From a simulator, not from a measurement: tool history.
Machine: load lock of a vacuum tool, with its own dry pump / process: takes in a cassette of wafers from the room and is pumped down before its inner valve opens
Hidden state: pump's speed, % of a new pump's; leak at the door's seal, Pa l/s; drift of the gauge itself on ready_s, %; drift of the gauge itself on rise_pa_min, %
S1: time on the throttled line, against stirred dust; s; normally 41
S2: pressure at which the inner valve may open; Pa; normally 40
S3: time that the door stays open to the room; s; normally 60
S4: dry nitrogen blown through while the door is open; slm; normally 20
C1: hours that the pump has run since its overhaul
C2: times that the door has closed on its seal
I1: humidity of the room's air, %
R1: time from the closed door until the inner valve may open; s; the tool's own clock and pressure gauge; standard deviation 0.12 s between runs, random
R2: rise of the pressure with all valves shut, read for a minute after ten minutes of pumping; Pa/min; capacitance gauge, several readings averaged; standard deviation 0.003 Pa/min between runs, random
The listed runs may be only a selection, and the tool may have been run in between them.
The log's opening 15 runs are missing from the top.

run,day,S1,S2,S3,S4,C1,C2,I1,R1,R2
16,49.612,41,40,60,20,12727,5644,46.8,62.6,0.042
17,53.929,60,40,60,20,12831,5981,45.0,79.2,0.042
18,58.558,60,40,60,20,12942,6343,46.2,79.3,0.039
19,61.158,60,40,60,20,13004,6546,42.6,79.4,0.044
# day 63.008: dry pump taken out, an overhauled one fitted
20,65.771,44,40,60,10,66,6887,43.7,63.2,0.050
21,70.275,44,40,60,10,174,7239,42.7,63.0,0.045
22,74.817,44,40,60,10,283,7594,44.5,62.9,0.053
23,79.400,44,40,60,10,393,7952,43.9,63.1,0.054
24,82.912,28,65,60,20,478,8227,46.8,47.2,0.051
25,85.896,50,50,30,10,549,8460,46.9,67.7,0.050

Expected results for the next run?
26,89.950,39,29,30,10,647,8777,43.7,?,?

R1: 59.6 s
R2: 0.052 Pa/min
Had the tool carried no hidden state, the very same run would have given R1 59.6 s, R2 0.019 Pa/min.

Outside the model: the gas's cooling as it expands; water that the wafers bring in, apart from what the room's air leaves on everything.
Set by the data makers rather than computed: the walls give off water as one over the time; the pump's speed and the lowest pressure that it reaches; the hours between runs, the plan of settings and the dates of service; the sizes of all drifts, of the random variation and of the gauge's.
